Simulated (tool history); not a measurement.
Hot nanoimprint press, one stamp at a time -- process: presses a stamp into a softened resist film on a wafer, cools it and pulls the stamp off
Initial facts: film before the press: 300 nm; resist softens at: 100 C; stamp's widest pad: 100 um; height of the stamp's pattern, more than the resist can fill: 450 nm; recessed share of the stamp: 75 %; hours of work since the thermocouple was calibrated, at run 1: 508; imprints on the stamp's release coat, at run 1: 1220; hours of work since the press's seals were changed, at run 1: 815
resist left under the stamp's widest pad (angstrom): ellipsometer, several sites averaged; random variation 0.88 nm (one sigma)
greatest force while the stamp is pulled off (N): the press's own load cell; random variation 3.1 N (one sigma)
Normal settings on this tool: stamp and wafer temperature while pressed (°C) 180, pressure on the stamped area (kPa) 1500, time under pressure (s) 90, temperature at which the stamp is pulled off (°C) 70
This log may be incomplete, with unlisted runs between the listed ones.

run	hour	stamp and wafer temperature while pressed (°C)	pressure on the stamped area (kPa)	time under pressure (s)	temperature at which the stamp is pulled off (°C)	hours of work since the thermocouple was calibrated	imprints on the stamp's release coat	hours of work since the press's seals were changed	resist left under the stamp's widest pad (angstrom)	greatest force while the stamp is pulled off (N)
1	0.0	180	1500	90	70	508	1220	815	1567	150
2	66.8	180	1500	90	70	549	1418	856	1568	152
3	118.3	180	1500	90	70	580	1571	888	1568	148
# hour 145.8: press's hydraulic seals changed and the load cell set to zero
# hour 155.3: plate thermocouple calibrated
4	164.3	180	1500	90	70	6	1675	10	1579	149
# hour 188.0: stamp cleaned and given a new release coat
5	206.5	180	1500	90	70	28	55	32	1572	148
6	275.3	180	1500	143	70	70	259	74	1322	146
7	321.8	180	1500	143	70	99	397	103	1319	148
8	364.3	180	1500	90	70	125	523	129	1587	148
9	396.6	180	1500	90	70	145	619	149	1582	150
10	440.1	180	1500	90	70	171	748	175	1574	152
11	509.2	187	1500	90	70	214	953	218	1334	146
12	545.8	187	1500	90	70	236	1061	240	1342	150
13	604.1	187	1580	90	70	272	1234	276	1308	148
14	641.9	172	1500	90	70	295	1346	299	1894	149
15	714.8	172	1500	90	70	340	1563	344	1873	148

Predict the results of run 16:
16	753.3	172	1500	90	70	364	1677	368	?	?

{"run 16": {"resist left under the stamp's widest pad (angstrom)": 1884, "greatest force while the stamp is pulled off (N)": 150}}
If the tool had no hidden condition, the same run with the same run-to-run variation would have returned resist left under the stamp's widest pad (angstrom) 1882, greatest force while the stamp is pulled off (N) 149.
